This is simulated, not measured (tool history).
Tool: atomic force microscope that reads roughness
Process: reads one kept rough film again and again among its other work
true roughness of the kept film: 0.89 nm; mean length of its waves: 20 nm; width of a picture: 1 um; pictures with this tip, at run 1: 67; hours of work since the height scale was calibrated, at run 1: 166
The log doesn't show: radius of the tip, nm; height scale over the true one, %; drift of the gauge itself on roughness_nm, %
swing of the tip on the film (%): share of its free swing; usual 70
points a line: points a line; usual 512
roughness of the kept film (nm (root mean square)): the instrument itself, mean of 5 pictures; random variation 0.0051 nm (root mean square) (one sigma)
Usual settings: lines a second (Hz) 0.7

run,hour,lines a second (Hz),swing of the tip on the film (%),points a line,pictures with this tip,hours of work since the height scale was calibrated,roughness of the kept film (nm (root mean square))
1,0,0.7,70,512,67,166,0.786
# hour 25.4: new tip fitted
2,37.8,0.7,70,512,23,190,0.783
3,73.5,0.7,70,512,88,213,0.795
# hour 88.1: new tip fitted
4,100.8,0.751,70,512,24,230,0.772
5,130.9,0.751,70,512,79,250,0.785
# hour 151.2: new tip fitted
6,171.9,0.751,70,512,38,276,0.773
7,190.2,0.751,70,512,72,288,0.772
# hour 214.2: new tip fitted
8,218.5,0.751,70,512,8,305,0.781
9,247.2,0.7,70,512,61,324,0.781
# hour 276.4: new tip fitted
10,278.9,0.7,89,580,4,344,0.747
11,319.3,1.15,70,529,78,370,0.764
# hour 338.6: new tip fitted
12,349,0.7,70,266,19,389,0.774
13,368.8,0.7,70,266,55,401,0.757
14,396,0.7,70,266,105,419,0.76
# hour 401.5: new tip fitted
15,424.2,0.637,57,865,42,437,0.797
16,447.3,0.812,76,865,84,452,0.773
# hour 464.5: new tip fitted
17,464.5,0.7,55,512,0,462,0.805

4 ways to go on from here, each from the tool as it stands after run 17. What would each give?
A,500.8,0.7,73,512,66,486,?
B,500.8,1.195,86,895,66,486,?
C,500.8,3.974,60,273,66,486,?
D,500.8,0.517,87,322,66,486,?

run,roughness of the kept film (nm (root mean square))
A,0.769
B,0.719
C,0.72
D,0.757
Without the tool's hidden state the same runs would have given:
run,roughness of the kept film (nm (root mean square))
A,0.771
B,0.721
C,0.722
D,0.759

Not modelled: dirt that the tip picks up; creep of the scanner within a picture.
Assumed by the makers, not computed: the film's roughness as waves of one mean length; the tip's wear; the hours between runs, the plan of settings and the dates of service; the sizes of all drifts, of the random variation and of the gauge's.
